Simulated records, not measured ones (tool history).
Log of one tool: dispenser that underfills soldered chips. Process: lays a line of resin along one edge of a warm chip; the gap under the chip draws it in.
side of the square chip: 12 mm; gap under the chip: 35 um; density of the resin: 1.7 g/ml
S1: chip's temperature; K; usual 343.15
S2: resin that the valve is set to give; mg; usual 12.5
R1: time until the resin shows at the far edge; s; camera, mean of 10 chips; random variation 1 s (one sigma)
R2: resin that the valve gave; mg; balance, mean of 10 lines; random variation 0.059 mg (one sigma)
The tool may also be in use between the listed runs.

Run 1, hour 0: usual settings. Result: R1 112.6 s, R2 11.51 mg.
At hour 4.8: new syringe of resin.
Run 2, hour 10.7: usual settings but S1 352.15 K. Result: R1 80.3 s, R2 11.43 mg.
At hour 13.8: new syringe of resin.
Run 3, hour 16.3: usual settings but S1 346.15 K. Result: R1 93.6 s, R2 11.4 mg.
At hour 22.8: new syringe of resin.
Run 4, hour 23.2: usual settings but S1 346.15 K, S2 14.1 mg. Result: R1 81.2 s, R2 12.8 mg.
Run 5, hour 28.9: usual settings but S1 346.15 K, S2 14.1 mg. Result: R1 101.5 s, R2 12.77 mg.
At hour 31.7: new syringe of resin.
Run 6, hour 34.1: usual settings but S1 346.15 K, S2 14.1 mg. Result: R1 89.2 s, R2 12.69 mg.
At hour 37.2: dispensing valve cleaned and set on the balance.
At hour 41.7: new syringe of resin.
Run 7, hour 41.7: usual settings but S1 346.15 K, S2 14.1 mg. Result: R1 82.3 s, R2 14.09 mg.
At hour 50.7: new syringe of resin.
Run 8, hour 51.2: usual settings. Result: R1 96 s, R2 12.51 mg.
At hour 59.4: new syringe of resin.
Run 9, hour 60.5: usual settings. Result: R1 97.8 s, R2 12.47 mg.
Run 10, hour 66.4: usual settings but S2 11.1 mg. Result: R1 124.8 s, R2 10.98 mg.
At hour 68.5: new syringe of resin.
Run 11, hour 71.8: usual settings but S2 11.1 mg. Result: R1 106.5 s, R2 10.88 mg.
At hour 77: new syringe of resin.
Run 12, hour 81.3: usual settings but S2 12 mg. Result: R1 111.8 s, R2 11.8 mg.
At hour 85.8: new syringe of resin.
Run 13, hour 91.3: usual settings but S2 12 mg. Result: R1 112 s, R2 11.7 mg.
At hour 94.5: new syringe of resin.
Run 14, hour 101.8: usual settings but S2 14.5 mg. Result: R1 119.1 s, R2 14.06 mg.
At hour 102.9: new syringe of resin.
Run 15, hour 108.5: usual settings but S2 14.5 mg. Result: R1 109.5 s, R2 13.99 mg.
At hour 111.6: new syringe of resin.
Run 16, hour 116.4: usual settings but S2 14.5 mg. Result: R1 107.1 s, R2 14.04 mg.
At hour 120.9: new syringe of resin.
Run 17, hour 122.1: usual settings but S1 342.15 K. Result: R1 99.9 s, R2 11.94 mg.
At hour 129.7: new syringe of resin.
Run 18, hour 129.8: usual settings but S1 342.15 K. Result: R1 95.9 s, R2 11.96 mg.

The next listed run, before its measurement:
At hour 139: new syringe of resin.
Run 19, hour 139.3: usual settings but S1 342.15 K. Result: R1 ?, R2 ?.

{"run 19": {"R1": 99.6, "R2": 11.86}}
Without the tool's hidden state the same run would have given R1 101.8 s, R2 12.47 mg.
